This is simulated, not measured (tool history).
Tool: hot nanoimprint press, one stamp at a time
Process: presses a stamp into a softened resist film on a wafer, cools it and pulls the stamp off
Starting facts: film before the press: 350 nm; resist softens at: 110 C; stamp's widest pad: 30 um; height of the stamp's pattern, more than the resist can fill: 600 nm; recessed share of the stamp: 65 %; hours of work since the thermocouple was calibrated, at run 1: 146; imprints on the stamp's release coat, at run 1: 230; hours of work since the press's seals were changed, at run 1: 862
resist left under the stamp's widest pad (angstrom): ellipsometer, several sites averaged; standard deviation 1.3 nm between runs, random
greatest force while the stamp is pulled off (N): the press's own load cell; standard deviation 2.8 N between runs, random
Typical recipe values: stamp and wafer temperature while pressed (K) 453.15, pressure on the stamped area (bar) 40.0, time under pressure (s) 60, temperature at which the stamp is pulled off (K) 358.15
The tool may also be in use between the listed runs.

| run | day | stamp and wafer temperature while pressed (K) | pressure on the stamped area (bar) | time under pressure (s) | temperature at which the stamp is pulled off (K) | hours of work since the thermocouple was calibrated | imprints on the stamp's release coat | hours of work since the press's seals were changed | resist left under the stamp's widest pad (angstrom) | greatest force while the stamp is pulled off (N) |
|---|---|---|---|---|---|---|---|---|---|---|
| 1 | 0.000 | 453.15 | 40.0 | 60 | 358.15 | 146 | 230 | 862 | 1979 | 129 |
| 2 | 1.979 | 453.15 | 40.0 | 60 | 358.15 | 182 | 474 | 897 | 1938 | 130 |
| 3 | 3.929 | 453.15 | 40.0 | 60 | 358.15 | 217 | 714 | 932 | 1975 | 132 |
| 4 | 5.704 | 453.15 | 40.0 | 60 | 358.15 | 248 | 933 | 964 | 1967 | 133 |
|  | 6.821 | stamp cleaned and given a new release coat |
| 5 | 9.033 | 453.15 | 40.0 | 60 | 358.15 | 303 | 273 | 1019 | 1970 | 129 |
| 6 | 10.679 | 453.15 | 40.0 | 60 | 358.15 | 333 | 476 | 1048 | 1942 | 133 |
|  | 12.404 | press's hydraulic seals changed and the load cell set to zero |
| 7 | 13.183 | 453.15 | 40.0 | 60 | 358.15 | 372 | 744 | 14 | 1972 | 139 |
| 8 | 15.342 | 453.15 | 40.0 | 60 | 358.15 | 410 | 1009 | 52 | 1946 | 131 |
|  | 15.967 | stamp cleaned and given a new release coat |
|  | 16.979 | plate thermocouple calibrated |
| 9 | 18.267 | 453.15 | 40.0 | 60 | 358.15 | 23 | 268 | 98 | 1972 | 135 |
| 10 | 20.454 | 454.15 | 40.0 | 60 | 358.15 | 62 | 538 | 137 | 1881 | 134 |
| 11 | 23.050 | 447.15 | 40.0 | 60 | 358.15 | 109 | 858 | 184 | 2392 | 133 |
|  | 24.908 | stamp cleaned and given a new release coat |
| 12 | 25.942 | 447.15 | 40.0 | 60 | 358.15 | 156 | 128 | 231 | 2374 | 127 |
| 13 | 28.983 | 453.15 | 40.0 | 60 | 358.15 | 210 | 503 | 285 | 1951 | 129 |
| 14 | 32.250 | 453.15 | 40.0 | 60 | 358.15 | 269 | 905 | 344 | 1949 | 135 |
|  | 33.804 | stamp cleaned and given a new release coat |
| 15 | 34.142 | 453.15 | 40.0 | 60 | 358.15 | 298 | 42 | 373 | 1965 | 130 |
| 16 | 36.446 | 453.15 | 40.0 | 60 | 364.15 | 339 | 326 | 414 | 1983 | 122 |
| 17 | 38.488 | 453.15 | 40.0 | 60 | 364.15 | 376 | 578 | 451 | 1956 | 124 |
|  | 41.846 | plate thermocouple calibrated |
| 18 | 41.846 | 453.15 | 40.0 | 60 | 364.15 | 0 | 977 | 509 | 1968 | 126 |
|  | 42.867 | stamp cleaned and given a new release coat |
| 19 | 45.296 | 445.15 | 40.0 | 118 | 364.15 | 57 | 300 | 566 | 2149 | 124 |
| 20 | 46.712 | 445.15 | 40.0 | 118 | 364.15 | 83 | 475 | 591 | 2137 | 123 |
| 21 | 48.596 | 445.15 | 40.0 | 118 | 364.15 | 116 | 707 | 625 | 2158 | 125 |
|  | 51.550 | stamp cleaned and given a new release coat |
| 22 | 52.062 | 445.15 | 40.0 | 118 | 358.15 | 174 | 63 | 682 | 2168 | 136 |
| 23 | 55.312 | 453.15 | 40.0 | 38 | 364.15 | 232 | 464 | 740 | 2225 | 125 |
| 24 | 58.242 | 461.15 | 48.3 | 77 | 354.15 | 284 | 826 | 793 | 1227 | 131 |
|  | 60.262 | stamp cleaned and given a new release coat |
| 25 | 60.796 | 461.15 | 48.3 | 46 | 358.15 | 325 | 65 | 834 | 1464 | 133 |
| 26 | 63.138 | 459.15 | 51.5 | 59 | 358.15 | 367 | 354 | 876 | 1382 | 128 |
| 27 | 65.304 | 459.15 | 51.5 | 43 | 358.15 | 406 | 621 | 915 | 1545 | 130 |
|  | 67.012 | plate thermocouple calibrated |
| 28 | 67.788 | 447.15 | 40.0 | 60 | 363.15 | 14 | 912 | 957 | 2384 | 126 |
|  | 69.292 | stamp cleaned and given a new release coat |
| 29 | 69.600 | 453.15 | 40.0 | 100 | 345.15 | 42 | 38 | 985 | 1668 | 142 |

What if the next run were any one of these 4? Each begins from the tool's condition after run 29:
| A | 72.175 | 458.15 | 40.0 | 100 | 345.15 | 88 | 355 | 1031 | ? | ? |
| B | 72.175 | 453.15 | 40.0 | 60 | 360.15 | 88 | 355 | 1031 | ? | ? |
| C | 72.175 | 446.15 | 40.0 | 100 | 345.15 | 88 | 355 | 1031 | ? | ? |
| D | 72.175 | 452.15 | 40.0 | 97 | 351.15 | 88 | 355 | 1031 | ? | ? |

| run | resist left under the stamp's widest pad (angstrom) | greatest force while the stamp is pulled off (N) |
|---|---|---|
| A | 1411 | 148 |
| B | 1944 | 130 |
| C | 2169 | 141 |
| D | 1758 | 140 |
With no hidden state in the tool, these same runs would have given:
| run | resist left under the stamp's widest pad (angstrom) | greatest force while the stamp is pulled off (N) |
|---|---|---|
| A | 1410 | 148 |
| B | 1942 | 130 |
| C | 2167 | 140 |
| D | 1757 | 140 |
